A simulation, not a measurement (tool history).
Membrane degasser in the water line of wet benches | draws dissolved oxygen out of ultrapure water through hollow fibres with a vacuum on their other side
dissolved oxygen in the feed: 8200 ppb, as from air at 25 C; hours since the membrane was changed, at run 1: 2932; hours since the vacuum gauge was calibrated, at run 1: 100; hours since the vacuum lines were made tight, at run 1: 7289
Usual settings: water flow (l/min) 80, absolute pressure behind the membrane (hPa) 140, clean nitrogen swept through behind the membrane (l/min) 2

| run | hour | water flow (l/min) | absolute pressure behind the membrane (hPa) | clean nitrogen swept through behind the membrane (l/min) | hours since the membrane was changed | hours since the vacuum gauge was calibrated | hours since the vacuum lines were made tight | dissolved oxygen in the water behind the degasser (ppb) | pressure that the water loses in the fibres (hPa) |
|---|---|---|---|---|---|---|---|---|---|
| 1 | 0 | 80 | 140 | 2 | 2932 | 100 | 7289 | 797.7 | 424.5 |
| 2 | 111.9 | 80 | 140 | 1.14 | 3044 | 212 | 7401 | 1186.3 | 426.9 |
| 3 | 215.8 | 80 | 140 | 1.14 | 3148 | 316 | 7505 | 1181.2 | 433.5 |
| 4 | 371.9 | 80 | 140 | 2 | 3304 | 472 | 7661 | 795.8 | 428.6 |
| 5 | 522.3 | 80 | 140 | 2 | 3455 | 623 | 7811 | 791.2 | 430.8 |
| 6 | 607.1 | 80 | 140 | 2 | 3540 | 707 | 7896 | 797.1 | 433.8 |
| 7 | 722.9 | 80 | 140 | 2 | 3655 | 823 | 8012 | 792.6 | 430.3 |
| 8 | 868.6 | 80 | 140 | 2 | 3801 | 969 | 8158 | 796 | 431.1 |
| 9 | 1023.2 | 80 | 140 | 2 | 3956 | 1124 | 8312 | 802.6 | 430.9 |
| 10 | 1140.3 | 80 | 140 | 2 | 4073 | 1241 | 8429 | 795.1 | 433.3 |
| 11 | 1255.9 | 80 | 140 | 4.8 | 4188 | 1356 | 8545 | 392.1 | 432.5 |
| 12 | 1405.3 | 80 | 140 | 4.8 | 4338 | 1506 | 8694 | 392.3 | 430 |
| 13 | 1522.7 | 56 | 140 | 4.8 | 4455 | 1623 | 8812 | 285.3 | 301.5 |
| 14 | 1684.8 | 56 | 140 | 4.8 | 4617 | 1785 | 8974 | 283 | 300.7 |
| 15 | 1792.9 | 56 | 140 | 4.8 | 4725 | 1893 | 9082 | 289.2 | 304.1 |
| 16 | 1903.6 | 56 | 140 | 4.8 | 4836 | 2004 | 9193 | 288.2 | 304.6 |
| 17 | 1988.4 | 80 | 140 | 5.56 | 4921 | 2089 | 9277 | 344.1 | 434.1 |
| 18 | 2062.7 | 80 | 140 | 5.56 | 4995 | 2163 | 9352 | 346.6 | 434 |
| 19 | 2196 | 48 | 87 | 5.56 | 5128 | 2296 | 9485 | 111 | 258.2 |
| 20 | 2355.2 | 80 | 118 | 4.73 | 5288 | 2456 | 9644 | 319.5 | 437.7 |
| 21 | 2444.5 | 57 | 216 | 3.68 | 5377 | 2545 | 9734 | 610.4 | 314 |
| 22 | 2557.8 | 91 | 197 | 5.59 | 5490 | 2658 | 9847 | 579.8 | 494.3 |
| 23 | 2647.3 | 52 | 140 | 2.99 | 5580 | 2748 | 9936 | 407.5 | 282.9 |

The next listed run, before its measurement:
|  | 2733 | seals of the vacuum lines changed |
| 24 | 2795.5 | 66 | 238 | 2.16 | 5726 | 2894 | 62 | ? | ? |

dissolved oxygen in the water behind the degasser (ppb): 1147.8
pressure that the water loses in the fibres (hPa): 361.7
Without the tool's hidden state the same run would have given dissolved oxygen in the water behind the degasser (ppb) 1147.7, pressure that the water loses in the fibres (hPa) 355.1.
